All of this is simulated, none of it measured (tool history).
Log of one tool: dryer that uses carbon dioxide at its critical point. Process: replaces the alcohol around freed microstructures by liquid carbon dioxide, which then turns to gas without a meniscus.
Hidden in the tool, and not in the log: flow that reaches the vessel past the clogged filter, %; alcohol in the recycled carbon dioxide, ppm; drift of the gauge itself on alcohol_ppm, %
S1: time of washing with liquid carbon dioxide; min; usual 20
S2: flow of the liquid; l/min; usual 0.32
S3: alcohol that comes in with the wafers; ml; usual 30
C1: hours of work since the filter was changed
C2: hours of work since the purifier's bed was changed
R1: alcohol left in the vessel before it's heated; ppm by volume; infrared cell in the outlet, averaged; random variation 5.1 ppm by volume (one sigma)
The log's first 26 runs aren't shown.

| run | hour | S1 | S2 | S3 | C1 | C2 | R1 |
|---|---|---|---|---|---|---|---|
| 27 | 1067.2 | 20 | 0.32 | 39 | 156 | 49 | 116 |
| 28 | 1093.1 | 20 | 0.32 | 39 | 171 | 65 | 116 |
| 29 | 1134.6 | 19 | 0.491 | 39 | 197 | 90 | 32 |
| 30 | 1175.3 | 19 | 0.491 | 39 | 222 | 115 | 48 |
| 31 | 1229.1 | 19 | 0.491 | 39 | 255 | 148 | 59 |
| 32 | 1266.8 | 20 | 0.231 | 69 | 278 | 171 | 1097 |
| 33 | 1316.2 | 17 | 0.242 | 54 | 308 | 201 | 1370 |
| 34 | 1356.3 | 17 | 0.242 | 54 | 332 | 226 | 1454 |
| 35 | 1392.5 | 17 | 0.242 | 54 | 355 | 248 | 1457 |
| 36 | 1432.7 | 17 | 0.242 | 54 | 379 | 272 | 1498 |
| 37 | 1476.7 | 17 | 0.242 | 54 | 406 | 299 | 1599 |

Forecast each of these 5 alternatives for the next run:
| A | 1511.2 | 18 | 0.441 | 107 | 427 | 320 | ? |
| B | 1511.2 | 21 | 0.303 | 30 | 427 | 320 | ? |
| C | 1511.2 | 31 | 0.246 | 28 | 427 | 320 | ? |
| D | 1511.2 | 17 | 0.242 | 54 | 427 | 320 | ? |
| E | 1511.2 | 15 | 0.32 | 30 | 427 | 320 | ? |

| run | R1 |
|---|---|
| A | 205 |
| B | 217 |
| C | 134 |
| D | 1551 |
| E | 564 |
Without the tool's hidden state the same runs would have given:
| run | R1 |
|---|---|
| A | 48 |
| B | 62 |
| C | 19 |
| D | 895 |
| E | 269 |

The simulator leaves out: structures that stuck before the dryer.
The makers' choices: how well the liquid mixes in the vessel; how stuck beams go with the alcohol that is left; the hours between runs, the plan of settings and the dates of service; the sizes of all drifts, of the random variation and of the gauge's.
